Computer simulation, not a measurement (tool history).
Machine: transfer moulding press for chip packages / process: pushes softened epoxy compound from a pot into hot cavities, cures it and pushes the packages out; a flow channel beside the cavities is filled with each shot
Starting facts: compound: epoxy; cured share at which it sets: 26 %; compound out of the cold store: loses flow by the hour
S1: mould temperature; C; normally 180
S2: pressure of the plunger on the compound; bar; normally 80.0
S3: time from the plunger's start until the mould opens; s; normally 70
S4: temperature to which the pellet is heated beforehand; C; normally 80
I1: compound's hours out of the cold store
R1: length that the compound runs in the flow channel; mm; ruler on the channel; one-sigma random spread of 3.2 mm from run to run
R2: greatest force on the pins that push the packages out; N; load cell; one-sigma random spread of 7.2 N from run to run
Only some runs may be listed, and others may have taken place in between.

Run 1, hour 0.0: usual settings; I1 19.9. Result: R1 1016 mm, R2 326 N.
At hour 25.5: cavities cleaned with cleaning compound and waxed.
Run 2, hour 28.6: usual settings; I1 25.6. Result: R1 967 mm, R2 314 N.
At hour 55.7: cavities cleaned with cleaning compound and waxed.
Run 3, hour 60.0: usual settings; I1 12.8. Result: R1 1075 mm, R2 330 N.
Run 4, hour 75.8: usual settings but S2 71.8 bar; I1 41.0. Result: R1 814 mm, R2 299 N.
At hour 86.6: cavities cleaned with cleaning compound and waxed.
Run 5, hour 105.0: usual settings but S2 71.8 bar, S3 71 s; I1 28.0. Result: R1 903 mm, R2 297 N.
At hour 117.9: cavities cleaned with cleaning compound and waxed.
Run 6, hour 139.3: usual settings but S2 71.8 bar, S3 71 s; I1 10.5. Result: R1 1029 mm, R2 309 N.
At hour 149.0: cavities cleaned with cleaning compound and waxed.
Run 7, hour 163.8: usual settings but S1 174 C; I1 13.6. Result: R1 1095 mm, R2 522 N.
At hour 180.1: cavities cleaned with cleaning compound and waxed.
Run 8, hour 189.4: usual settings but S3 106 s; I1 38.0. Result: R1 883 mm, R2 220 N.
At hour 211.7: cavities cleaned with cleaning compound and waxed.
Run 9, hour 213.7: usual settings; I1 15.0. Result: R1 1057 mm, R2 319 N.
At hour 243.7: cavities cleaned with cleaning compound and waxed.
Run 10, hour 248.3: usual settings but S4 84 C; I1 21.7. Result: R1 1001 mm, R2 308 N.
Run 11, hour 270.4: usual settings but S4 84 C; I1 20.5. Result: R1 1009 mm, R2 322 N.
At hour 274.6: cavities cleaned with cleaning compound and waxed.
Run 12, hour 289.7: usual settings but S4 84 C; I1 46.0. Result: R1 829 mm, R2 292 N.
At hour 307.0: cavities cleaned with cleaning compound and waxed.
Run 13, hour 308.4: usual settings but S4 84 C; I1 32.4. Result: R1 918 mm, R2 297 N.
At hour 313.8: plunger's sealing rings changed.
Run 14, hour 324.9: usual settings; I1 8.4. Result: R1 1116 mm, R2 334 N.
At hour 340.3: cavities cleaned with cleaning compound and waxed.
Run 15, hour 340.7: usual settings but S2 78.1 bar, S4 86 C; I1 35.5. Result: R1 882 mm, R2 300 N.
Run 16, hour 367.0: usual settings but S1 184 C; I1 13.6. Result: R1 1052 mm, R2 269 N.
At hour 370.3: cavities cleaned with cleaning compound and waxed.
At hour 400.7: cavities cleaned with cleaning compound and waxed.
Run 17, hour 400.7: usual settings but S1 184 C; I1 18.5. Result: R1 1013 mm, R2 264 N.
Run 18, hour 428.4: usual settings but S1 178 C, S2 61.8 bar, S3 89 s, S4 89 C; I1 37.3. Result: R1 780 mm, R2 251 N.
At hour 432.9: cavities cleaned with cleaning compound and waxed.
Run 19, hour 450.5: usual settings but S3 84 s; I1 17.7. Result: R1 1040 mm, R2 253 N.
At hour 465.1: cavities cleaned with cleaning compound and waxed.
At hour 479.1: mould's thermocouples calibrated.
Run 20, hour 482.5: usual settings but S1 184 C, S2 71.7 bar; I1 28.9. Result: R1 885 mm, R2 244 N.
At hour 498.1: cavities cleaned with cleaning compound and waxed.
Run 21, hour 504.5: usual settings but S4 77 C; I1 38.5. Result: R1 881 mm, R2 302 N.
At hour 529.5: cavities cleaned with cleaning compound and waxed.
Run 22, hour 531.0: usual settings but S1 173 C, S2 66.7 bar, S3 72 s, S4 82 C; I1 34.1. Result: R1 849 mm, R2 469 N.
At hour 560.0: cavities cleaned with cleaning compound and waxed.
Run 23, hour 560.0: usual settings but S1 173 C, S2 66.7 bar, S3 72 s, S4 82 C; I1 17.6. Result: R1 972 mm, R2 524 N.
Run 24, hour 574.5: usual settings but S1 184 C, S2 94.6 bar, S4 84 C; I1 37.7. Result: R1 953 mm, R2 234 N.
At hour 591.5: cavities cleaned with cleaning compound and waxed.
Run 25, hour 602.6: usual settings but S1 184 C, S2 94.6 bar, S4 84 C; I1 38.6. Result: R1 941 mm, R2 249 N.
At hour 621.8: cavities cleaned with cleaning compound and waxed.
Run 26, hour 626.2: usual settings but S1 184 C, S2 94.6 bar, S4 84 C; I1 37.6. Result: R1 954 mm, R2 256 N.
At hour 652.9: cavities cleaned with cleaning compound and waxed.
Run 27, hour 654.0: usual settings but S2 70.5 bar; I1 18.2. Result: R1 967 mm, R2 312 N.

4 options for the next run, each taken on its own from the tool as it stands now. Forecast them:
At hour 664.8: plunger's sealing rings changed.
Run A, hour 678.3: usual settings but S1 186 C, S2 68.2 bar, S4 87 C; I1 10.3. Result: R1 ?, R2 ?.
At hour 664.8: plunger's sealing rings changed.
Run B, hour 678.3: usual settings but S1 179 C, S2 83.3 bar, S4 87 C; I1 47.9. Result: R1 ?, R2 ?.
At hour 664.8: plunger's sealing rings changed.
Run C, hour 678.3: usual settings but S4 83 C; I1 17.8. Result: R1 ?, R2 ?.
At hour 664.8: plunger's sealing rings changed.
Run D, hour 678.3: usual settings but S2 95.5 bar, S3 52 s; I1 16.1. Result: R1 ?, R2 ?.

run    R1   R2
  A   985  247
  B   836  314
  C  1037  316
  D  1145  659
Had the tool no hidden state, the same runs would have come out as:
run    R1   R2
  A   985  245
  B   836  311
  C  1037  314
  D  1145  654
